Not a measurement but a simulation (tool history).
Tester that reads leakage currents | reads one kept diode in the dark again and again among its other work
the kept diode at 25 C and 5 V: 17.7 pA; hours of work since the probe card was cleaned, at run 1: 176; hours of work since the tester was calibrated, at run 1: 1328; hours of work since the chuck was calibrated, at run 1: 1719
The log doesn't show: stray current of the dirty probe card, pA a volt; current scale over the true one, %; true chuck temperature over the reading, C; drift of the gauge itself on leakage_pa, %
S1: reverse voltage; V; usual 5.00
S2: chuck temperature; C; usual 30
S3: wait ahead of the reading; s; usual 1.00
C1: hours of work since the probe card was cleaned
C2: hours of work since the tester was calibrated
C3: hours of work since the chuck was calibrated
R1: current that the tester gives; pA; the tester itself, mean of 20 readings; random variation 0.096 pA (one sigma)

run,hour,S1,S2,S3,C1,C2,C3,R1
1,0.0,5.00,30,1.00,176,1328,1719,25.45
2,30.0,5.00,30,1.00,192,1344,1734,25.42
3,54.0,5.00,30,1.00,205,1357,1747,25.52
4,97.9,5.00,30,1.00,228,1380,1770,25.47
5,139.3,5.00,30,1.00,250,1402,1792,25.50
6,188.4,5.00,49,4.22,275,1428,1818,104.64
7,217.5,11.71,36,1.00,291,1443,1833,58.33
# hour 223.3: probe card cleaned and baked
8,265.2,5.00,40,1.00,22,1467,1857,54.78
9,288.1,5.00,40,1.00,34,1479,1869,54.90

Forecast run 10:
# hour 317.2: probe card cleaned and baked, once more
10,343.0,1.35,30,1.00,14,1506,1896,?

R1: 14.39 pA
Without the tool's hidden state the same run would have given R1 15.82 pA.
